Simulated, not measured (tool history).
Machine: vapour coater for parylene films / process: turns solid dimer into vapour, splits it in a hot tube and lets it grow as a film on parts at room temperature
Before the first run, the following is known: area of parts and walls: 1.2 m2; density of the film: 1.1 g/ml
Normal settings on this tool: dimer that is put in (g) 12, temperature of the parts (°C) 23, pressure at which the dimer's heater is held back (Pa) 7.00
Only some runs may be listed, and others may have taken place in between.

run   hour  dimer that is put in (g)  temperature of the parts (°C)  pressure at which the dimer's heater is held back (Pa)  thickness of the film (µm)
  1    0.0                        12                             23                                                    7.00                        5.98
  2   41.4                        12                             23                                                    7.00                        5.88
  3   74.8                        12                             23                                                   10.34                        5.49
  4   98.5                        12                             23                                                   10.34                        5.47
  5  125.0                        12                             23                                                   10.34                        5.47
  6  164.4                        12                             23                                                   10.34                        5.32
  7  206.0                        12                             23                                                   10.34                        5.34
  8  226.4                        12                             23                                                   10.34                        5.45
  9  246.5                        12                             23                                                   10.34                        5.45
 10  275.4                        12                             23                                                    7.00                        5.83
 11  310.6                        12                             23                                                    7.00                        5.85
 12  355.0                        16                             23                                                   11.41                        7.14
 13  387.0                         9                             30                                                    7.00                        3.51
     389.8  -- table's thermometer calibrated
 14  427.6                        12                             23                                                    2.64                        6.91
 15  461.6                        12                             23                                                    4.50                        6.33
 16  482.6                         9                             16                                                    2.90                        6.31
 17  518.9                         9                             16                                                    2.90                        6.21
     545.6  -- table's thermometer calibrated, once more
 18  556.0                         9                             17                                                    7.00                        5.12
 19  594.1                        18                             27                                                    2.50                        9.14
 20  633.3                        11                             20                                                    2.64                        6.71
 21  670.0                        11                             22                                                    2.41                        6.41

Predict each of these 3 candidate next runs independently; none follows another, all start after run 21:
  A  696.6                         8                             20                                                    7.00                           ?
  B  696.6                        12                             30                                                    7.55                           ?
  C  696.6                         9                             23                                                    7.00                           ?

run  thickness of the film (µm)
  A                        4.12
  B                        4.50
  C                        4.20
With the hidden condition removed and each run's random variation left untouched, the same runs would have given:
run  thickness of the film (µm)
  A                        4.38
  B                        4.79
  C                        4.47
